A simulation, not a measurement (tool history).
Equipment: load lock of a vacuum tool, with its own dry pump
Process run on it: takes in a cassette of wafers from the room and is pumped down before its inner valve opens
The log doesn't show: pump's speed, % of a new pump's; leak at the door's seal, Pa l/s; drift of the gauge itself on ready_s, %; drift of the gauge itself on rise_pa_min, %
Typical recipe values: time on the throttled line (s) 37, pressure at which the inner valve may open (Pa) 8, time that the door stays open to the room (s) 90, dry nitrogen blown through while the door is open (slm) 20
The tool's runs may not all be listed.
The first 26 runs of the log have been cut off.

run,hour,time on the throttled line (s),pressure at which the inner valve may open (Pa),time that the door stays open to the room (s),dry nitrogen blown through while the door is open (slm),hours that the pump has run since its overhaul,times that the door has closed on its seal,"incoming humidity of the room's air, %",time from the closed door until the inner valve may open (s),rise of the pressure with all valves shut (Pa/min)
27,7966.8,61,10,49,39,4488,32652,43.8,84.7,0.107
28,8262.1,61,9,29,39,4783,33218,44.7,85.2,0.108
29,8534.7,54,8,90,21,5056,33740,43.4,81,0.124
30,8725.8,33,12,90,13,5247,34106,46.2,62.6,0.138
31,9126.6,33,12,90,13,5648,34874,43.5,62.9,0.135
32,9474.5,64,12,90,4,5995,35540,45.2,87.3,0.159
33,9751.7,64,12,90,4,6273,36071,44,87.5,0.161
34,10030.1,64,12,90,4,6551,36604,43.4,87.6,0.162
35,10400.3,20,12,103,4,6921,37313,42.1,53.6,0.172
36,10802.3,20,12,103,4,7323,38083,46.2,53.1,0.174
37,11209.8,20,12,103,4,7731,38863,43.9,53.5,0.172
38,11469.7,37,12,103,4,7991,39361,45.5,66.6,0.184

3 options for the next run, each taken on its own from the tool as it stands now. Forecast them:
A,11661,30,15,103,6,8182,39728,45.3,?,?
B,11661,46,12,36,36,8182,39728,45.7,?,?
C,11661,34,8,90,20,8182,39728,42.7,?,?

run,time from the closed door until the inner valve may open (s),rise of the pressure with all valves shut (Pa/min)
A,61.2,0.175
B,74,0.143
C,65.9,0.158
Stripped of hidden state, with their random variation kept, the same runs would have yielded:
run,time from the closed door until the inner valve may open (s),rise of the pressure with all valves shut (Pa/min)
A,58.8,0.04
B,71.8,0.009
C,63.4,0.023
